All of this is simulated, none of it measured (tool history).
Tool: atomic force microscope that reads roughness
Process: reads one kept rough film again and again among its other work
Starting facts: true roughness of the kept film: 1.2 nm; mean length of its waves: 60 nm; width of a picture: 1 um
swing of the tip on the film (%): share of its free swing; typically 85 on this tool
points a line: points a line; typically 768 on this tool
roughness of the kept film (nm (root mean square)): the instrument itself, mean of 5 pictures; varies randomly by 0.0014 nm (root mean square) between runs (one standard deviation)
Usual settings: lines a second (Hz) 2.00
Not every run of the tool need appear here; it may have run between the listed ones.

| run | hour | lines a second (Hz) | swing of the tip on the film (%) | points a line | roughness of the kept film (nm (root mean square)) |
|---|---|---|---|---|---|
| 1 | 0.0 | 2.00 | 85 | 768 | 0.940 |
| 2 | 8.7 | 2.00 | 85 | 768 | 0.941 |
| 3 | 19.5 | 2.00 | 85 | 768 | 0.940 |
| 4 | 25.7 | 2.00 | 71 | 768 | 1.051 |
| 5 | 34.5 | 2.00 | 71 | 768 | 1.052 |
| 6 | 44.5 | 2.00 | 85 | 768 | 0.943 |
| 7 | 54.6 | 2.00 | 85 | 768 | 0.940 |
| 8 | 60.3 | 2.00 | 85 | 768 | 0.940 |
| 9 | 68.8 | 2.00 | 85 | 768 | 0.941 |
| 10 | 81.3 | 2.00 | 85 | 768 | 0.938 |
| 11 | 91.3 | 2.00 | 85 | 768 | 0.943 |
| 12 | 101.5 | 2.00 | 85 | 768 | 0.941 |
| 13 | 108.1 | 2.38 | 85 | 768 | 0.902 |
| 14 | 113.5 | 2.00 | 62 | 369 | 1.101 |
|  | 123.7 | new tip fitted |
| 15 | 125.8 | 2.00 | 62 | 369 | 1.097 |
| 16 | 132.7 | 2.00 | 62 | 369 | 1.101 |
| 17 | 145.8 | 2.00 | 62 | 369 | 1.100 |
| 18 | 155.1 | 2.23 | 56 | 768 | 1.122 |
| 19 | 167.8 | 0.94 | 85 | 490 | 1.056 |
| 20 | 179.8 | 0.69 | 82 | 768 | 1.099 |
| 21 | 190.1 | 0.69 | 82 | 768 | 1.103 |
| 22 | 203.1 | 0.93 | 62 | 479 | 1.142 |
| 23 | 211.7 | 3.98 | 85 | 768 | 0.781 |

Branching from run 23: 3 alternative next runs. What would each branch give?
| A | 221.6 | 0.86 | 74 | 591 | ? |
| B | 221.6 | 1.40 | 81 | 365 | ? |
| C | 221.6 | 2.00 | 62 | 321 | ? |

| run | roughness of the kept film (nm (root mean square)) |
|---|---|
| A | 1.113 |
| B | 1.029 |
| C | 1.102 |
With the hidden condition removed and each run's random variation left untouched, the same runs would have given:
| run | roughness of the kept film (nm (root mean square)) |
|---|---|
| A | 1.113 |
| B | 1.029 |
| C | 1.103 |
